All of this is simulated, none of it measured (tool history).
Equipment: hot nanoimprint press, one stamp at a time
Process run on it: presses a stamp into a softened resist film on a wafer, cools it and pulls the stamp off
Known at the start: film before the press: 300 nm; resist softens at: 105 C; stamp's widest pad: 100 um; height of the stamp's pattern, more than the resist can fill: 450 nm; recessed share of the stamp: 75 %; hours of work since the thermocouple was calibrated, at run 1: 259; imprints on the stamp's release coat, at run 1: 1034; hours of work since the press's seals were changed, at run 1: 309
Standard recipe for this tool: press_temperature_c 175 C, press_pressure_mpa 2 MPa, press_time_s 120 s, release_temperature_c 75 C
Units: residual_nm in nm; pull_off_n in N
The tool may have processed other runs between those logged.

run,hour,press_temperature_c,press_pressure_mpa,press_time_s,release_temperature_c,hours of work since the thermocouple was calibrated,imprints on the stamp's release coat,hours of work since the press's seals were changed,residual_nm,pull_off_n
1,0,175,2,120,75,259,1034,309,139,284
2,10.2,175,2,120,75,264,1062,314,138.4,289
3,23.8,175,2,120,75,270,1099,321,140.4,282
4,37.3,175,1.38,120,75,277,1136,327,164.1,285
5,44,175,1.57,120,75,280,1155,330,157.3,289
6,50.8,175,1.57,120,75,283,1173,334,156.1,305
7,64,175,1.57,120,75,289,1209,340,156.3,300
8,76.9,175,1.57,120,75,296,1245,346,156.6,295
9,83.5,175,1.57,120,75,299,1263,349,156.5,308
10,99,175,1.57,120,74,306,1305,357,158.4,298
11,110.9,184,2,120,75,312,1338,363,101.1,299
12,118.2,184,2,120,75,316,1358,366,100.3,310
13,132.5,184,2,120,75,322,1397,373,101.4,310
14,145.7,184,2,120,75,329,1434,379,100.7,310
15,156,184,2,120,75,334,1462,384,99.7,305
16,165.3,175,2,136,78,338,1487,389,133.7,314
17,180.7,175,2,136,78,346,1529,396,135.2,308
18,196.6,175,2,136,78,353,1573,404,137,316
19,203.4,175,2,136,78,357,1592,407,135.7,307
20,219.9,175,2,136,78,365,1637,415,135.1,315
21,228.4,174,2,136,62,369,1660,419,140.1,359
22,238.6,175,2.59,217,75,374,1688,424,99.8,334
23,253.9,175,2,120,71,381,1730,432,142.2,338
24,263.3,175,2,120,71,386,1756,436,140.7,343
25,271.4,169,2.35,120,71,389,1778,440,165.8,341
26,287.4,169,2.35,164,71,397,1822,448,149.8,351
27,296.4,169,2.35,164,71,401,1846,452,148.4,338
28,304.5,169,1.27,120,79,405,1869,456,210.8,335
29,316.4,169,1.27,120,79,411,1901,462,208.9,343

What if the next run were any one of these 4? Each begins from the tool's condition after run 29:
A,325,166,1.75,76,75,415,1925,466,?,?
B,325,182,1.31,120,68,415,1925,466,?,?
C,325,184,1.27,120,75,415,1925,466,?,?
D,325,184,1.23,120,79,415,1925,466,?,?

run,residual_nm,pull_off_n
A,229,342
B,138.4,357
C,130.2,326
D,132.9,336
Had the tool no hidden state, the same runs would have come out as:
run,residual_nm,pull_off_n
A,215.7,225
B,128.4,235
C,120.8,214
D,123.5,221
